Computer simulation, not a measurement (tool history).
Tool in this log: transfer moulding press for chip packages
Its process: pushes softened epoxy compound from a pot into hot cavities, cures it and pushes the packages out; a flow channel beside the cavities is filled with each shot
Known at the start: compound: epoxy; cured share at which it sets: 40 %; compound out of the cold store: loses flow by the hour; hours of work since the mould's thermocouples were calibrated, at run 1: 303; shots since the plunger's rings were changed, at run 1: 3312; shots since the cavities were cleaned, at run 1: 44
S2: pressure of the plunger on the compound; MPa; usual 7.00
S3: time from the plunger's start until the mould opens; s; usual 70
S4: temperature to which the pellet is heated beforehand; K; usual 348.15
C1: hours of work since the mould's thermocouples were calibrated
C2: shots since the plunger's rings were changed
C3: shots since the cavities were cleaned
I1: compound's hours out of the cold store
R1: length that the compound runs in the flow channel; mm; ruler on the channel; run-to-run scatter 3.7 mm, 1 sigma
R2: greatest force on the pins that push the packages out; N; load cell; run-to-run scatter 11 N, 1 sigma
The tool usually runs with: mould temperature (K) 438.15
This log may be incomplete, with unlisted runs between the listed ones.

Run 1, hour 0.0: usual settings; C1 303; C2 3312; C3 44; I1 25.8. Result: R1 575 mm, R2 531 N.
Run 2, hour 10.1: usual settings but mould temperature (K) 441.15; C1 310; C2 3485; C3 217; I1 10.4. Result: R1 615 mm, R2 578 N.
At hour 19.6: plunger's sealing rings changed.
Run 3, hour 21.1: usual settings but mould temperature (K) 441.15; C1 316; C2 26; C3 362; I1 8.4. Result: R1 660 mm, R2 659 N.
Run 4, hour 35.8: usual settings but S4 340.15 K; C1 326; C2 278; C3 614; I1 30.4. Result: R1 596 mm, R2 738 N.
At hour 42.0: cavities cleaned with cleaning compound and waxed.
Run 5, hour 50.9: usual settings; C1 336; C2 509; C3 152; I1 30.5. Result: R1 593 mm, R2 580 N.
Run 6, hour 63.0: usual settings; C1 344; C2 717; C3 360; I1 41.9. Result: R1 560 mm, R2 630 N.
Run 7, hour 69.3: usual settings; C1 348; C2 824; C3 467; I1 34.6. Result: R1 585 mm, R2 722 N.
Run 8, hour 77.4: usual settings; C1 354; C2 962; C3 605; I1 35.6. Result: R1 586 mm, R2 735 N.
At hour 84.2: cavities cleaned with cleaning compound and waxed.
Run 9, hour 87.5: usual settings but mould temperature (K) 441.15; C1 360; C2 1110; C3 58; I1 23.0. Result: R1 604 mm, R2 504 N.
At hour 90.7: mould's thermocouples calibrated.
Run 10, hour 100.5: usual settings but mould temperature (K) 445.15, S4 346.15 K; C1 7; C2 1296; C3 244; I1 30.2. Result: R1 580 mm, R2 531 N.
Run 11, hour 112.3: usual settings but S2 7.51 MPa, S4 347.15 K; C1 15; C2 1499; C3 447; I1 19.5. Result: R1 643 mm, R2 720 N.
Run 12, hour 120.0: usual settings but S2 7.51 MPa, S3 103 s; C1 20; C2 1631; C3 579; I1 23.4. Result: R1 630 mm, R2 632 N.
At hour 128.9: cavities cleaned with cleaning compound and waxed.
Run 13, hour 130.9: usual settings but mould temperature (K) 443.15, S2 6.42 MPa, S3 103 s; C1 27; C2 1791; C3 35; I1 30.2. Result: R1 547 mm, R2 445 N.
At hour 141.1: mould's thermocouples calibrated, once more.
Run 14, hour 144.2: usual settings but S2 6.10 MPa, S3 52 s, S4 346.15 K; C1 2; C2 1984; C3 228; I1 8.0. Result: R1 603 mm, R2 1163 N.
Run 15, hour 150.3: usual settings but mould temperature (K) 430.15; C1 6; C2 2088; C3 332; I1 12.8. Result: R1 649 mm, R2 1159 N.
Run 16, hour 162.9: usual settings but mould temperature (K) 446.15, S2 6.86 MPa, S4 340.15 K; C1 15; C2 2303; C3 547; I1 39.3. Result: R1 528 mm, R2 645 N.
Run 17, hour 171.0: usual settings but mould temperature (K) 445.15, S2 7.67 MPa; C1 21; C2 2443; C3 687; I1 43.1. Result: R1 554 mm, R2 661 N.
At hour 173.6: cavities cleaned with cleaning compound and waxed.
Run 18, hour 182.5: usual settings but S3 83 s, S4 356.15 K; C1 28; C2 2613; C3 153; I1 44.0. Result: R1 538 mm, R2 534 N.

3 options for the next run, each taken on its own from the tool as it stands now. Forecast them:
Run A, hour 196.0: usual settings but S2 7.48 MPa, S3 66 s, S4 347.15 K; C1 37; C2 2844; C3 384; I1 43.5. Result: R1 ?, R2 ?.
Run B, hour 196.0: usual settings but S3 87 s, S4 356.15 K; C1 37; C2 2844; C3 384; I1 24.2. Result: R1 ?, R2 ?.
Run C, hour 196.0: usual settings but mould temperature (K) 445.15, S3 72 s, S4 353.15 K; C1 37; C2 2844; C3 384; I1 24.9. Result: R1 ?, R2 ?.

run   R1   R2
  A  552  717
  B  592  618
  C  570  586
With the hidden condition removed and each run's random variation left untouched, the same runs would have given:
run   R1   R2
  A  587  517
  B  630  447
  C  607  422
